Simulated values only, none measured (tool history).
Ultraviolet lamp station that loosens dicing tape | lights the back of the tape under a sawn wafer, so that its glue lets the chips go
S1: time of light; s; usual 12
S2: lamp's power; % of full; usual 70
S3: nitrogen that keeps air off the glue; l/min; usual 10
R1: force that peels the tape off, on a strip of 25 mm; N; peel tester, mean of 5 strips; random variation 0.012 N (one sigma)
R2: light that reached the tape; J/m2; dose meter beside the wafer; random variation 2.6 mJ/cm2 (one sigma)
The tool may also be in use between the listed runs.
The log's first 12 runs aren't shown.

{"run": 13, "hour": 92.6, "S1": 12, "S2": 70, "S3": 10, "R1": 0.639, "R2": 2990}
{"run": 14, "hour": 99.8, "S1": 12, "S2": 87, "S3": 10, "R1": 0.393, "R2": 3650}
{"run": 15, "hour": 106.1, "S1": 22, "S2": 70, "S3": 10, "R1": 0.233, "R2": 5430}
{"run": 16, "hour": 114.8, "S1": 22, "S2": 70, "S3": 10, "R1": 0.22, "R2": 5420}
{"run": 17, "hour": 123.3, "S1": 22, "S2": 70, "S3": 10, "R1": 0.218, "R2": 5480}
{"run": 18, "hour": 133.5, "S1": 18, "S2": 70, "S3": 10, "R1": 0.297, "R2": 4400}
{"run": 19, "hour": 141.0, "S1": 18, "S2": 70, "S3": 10, "R1": 0.274, "R2": 4400}
{"run": 20, "hour": 148.9, "S1": 12, "S2": 70, "S3": 10, "R1": 0.637, "R2": 2950}
{"run": 21, "hour": 159.2, "S1": 12, "S2": 78, "S3": 10, "R1": 0.506, "R2": 3260}

Run 22 comes next. What will it give?
{"run": 22, "hour": 169.8, "S1": 12, "S2": 78, "S3": 20, "R1": "?", "R2": "?"}

Run 22 gave R1 0.292 N, R2 3280 J/m2.
Without the tool's hidden state the same run would have given R1 0.257 N, R2 3540 J/m2.

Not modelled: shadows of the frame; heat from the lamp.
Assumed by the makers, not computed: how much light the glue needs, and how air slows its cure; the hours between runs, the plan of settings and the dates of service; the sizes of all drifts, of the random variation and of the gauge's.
